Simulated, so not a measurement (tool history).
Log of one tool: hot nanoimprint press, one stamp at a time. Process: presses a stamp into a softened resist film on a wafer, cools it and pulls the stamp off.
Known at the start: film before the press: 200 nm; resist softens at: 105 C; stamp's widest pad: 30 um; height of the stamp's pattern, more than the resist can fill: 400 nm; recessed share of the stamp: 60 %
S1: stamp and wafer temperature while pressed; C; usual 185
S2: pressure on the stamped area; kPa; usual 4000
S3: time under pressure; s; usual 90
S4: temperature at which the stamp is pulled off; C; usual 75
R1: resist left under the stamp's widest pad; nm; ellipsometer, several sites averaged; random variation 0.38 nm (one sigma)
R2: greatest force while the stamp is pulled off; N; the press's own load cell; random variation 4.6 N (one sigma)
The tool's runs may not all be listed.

{"run": 1, "hour": 0.0, "S1": 185, "S2": 4000, "S3": 90, "S4": 75, "R1": 74.8, "R2": 346}
{"hour": 12.4, "done": "stamp cleaned and given a new release coat"}
{"run": 2, "hour": 21.9, "S1": 180, "S2": 4000, "S3": 90, "S4": 75, "R1": 89.5, "R2": 219}
{"run": 3, "hour": 40.5, "S1": 180, "S2": 4000, "S3": 49, "S4": 75, "R1": 112.9, "R2": 223}
{"run": 4, "hour": 52.9, "S1": 180, "S2": 4000, "S3": 49, "S4": 75, "R1": 111.9, "R2": 229}
{"run": 5, "hour": 73.7, "S1": 185, "S2": 4000, "S3": 90, "S4": 75, "R1": 75.1, "R2": 240}
{"run": 6, "hour": 98.0, "S1": 185, "S2": 4070, "S3": 90, "S4": 75, "R1": 74.2, "R2": 240}
{"run": 7, "hour": 112.6, "S1": 185, "S2": 4000, "S3": 90, "S4": 75, "R1": 75.4, "R2": 251}
{"run": 8, "hour": 136.9, "S1": 185, "S2": 4000, "S3": 54, "S4": 75, "R1": 91.5, "R2": 255}
{"run": 9, "hour": 153.3, "S1": 185, "S2": 4000, "S3": 49, "S4": 75, "R1": 95.5, "R2": 250}
{"run": 10, "hour": 167.0, "S1": 185, "S2": 4000, "S3": 49, "S4": 75, "R1": 95.6, "R2": 246}
{"run": 11, "hour": 186.8, "S1": 185, "S2": 4000, "S3": 49, "S4": 75, "R1": 94.8, "R2": 255}
{"run": 12, "hour": 200.0, "S1": 185, "S2": 4000, "S3": 49, "S4": 75, "R1": 95.4, "R2": 258}
{"run": 13, "hour": 210.0, "S1": 185, "S2": 4000, "S3": 49, "S4": 75, "R1": 95.2, "R2": 254}
{"run": 14, "hour": 233.9, "S1": 185, "S2": 4000, "S3": 49, "S4": 75, "R1": 95.2, "R2": 264}
{"run": 15, "hour": 251.5, "S1": 185, "S2": 4000, "S3": 49, "S4": 75, "R1": 95.1, "R2": 261}
{"run": 16, "hour": 265.8, "S1": 189, "S2": 4000, "S3": 49, "S4": 75, "R1": 83.1, "R2": 267}
{"run": 17, "hour": 289.4, "S1": 194, "S2": 4000, "S3": 49, "S4": 81, "R1": 69.9, "R2": 227}
{"run": 18, "hour": 312.2, "S1": 185, "S2": 4000, "S3": 127, "S4": 75, "R1": 62.9, "R2": 278}
{"run": 19, "hour": 329.6, "S1": 192, "S2": 4000, "S3": 111, "S4": 75, "R1": 52.7, "R2": 290}
{"run": 20, "hour": 342.2, "S1": 173, "S2": 4000, "S3": 90, "S4": 76, "R1": 113.1, "R2": 286}
{"hour": 346.5, "done": "plate thermocouple calibrated"}
{"run": 21, "hour": 367.8, "S1": 185, "S2": 4000, "S3": 62, "S4": 77, "R1": 84.9, "R2": 265}

The next listed run, before its measurement:
{"run": 22, "hour": 391.4, "S1": 184, "S2": 5410, "S3": 53, "S4": 76, "R1": "?", "R2": "?"}

{"run 22": {"R1": 83.1, "R2": 270}}
Without the tool's hidden state the same run would have given R1 84.7 nm, R2 210 N.

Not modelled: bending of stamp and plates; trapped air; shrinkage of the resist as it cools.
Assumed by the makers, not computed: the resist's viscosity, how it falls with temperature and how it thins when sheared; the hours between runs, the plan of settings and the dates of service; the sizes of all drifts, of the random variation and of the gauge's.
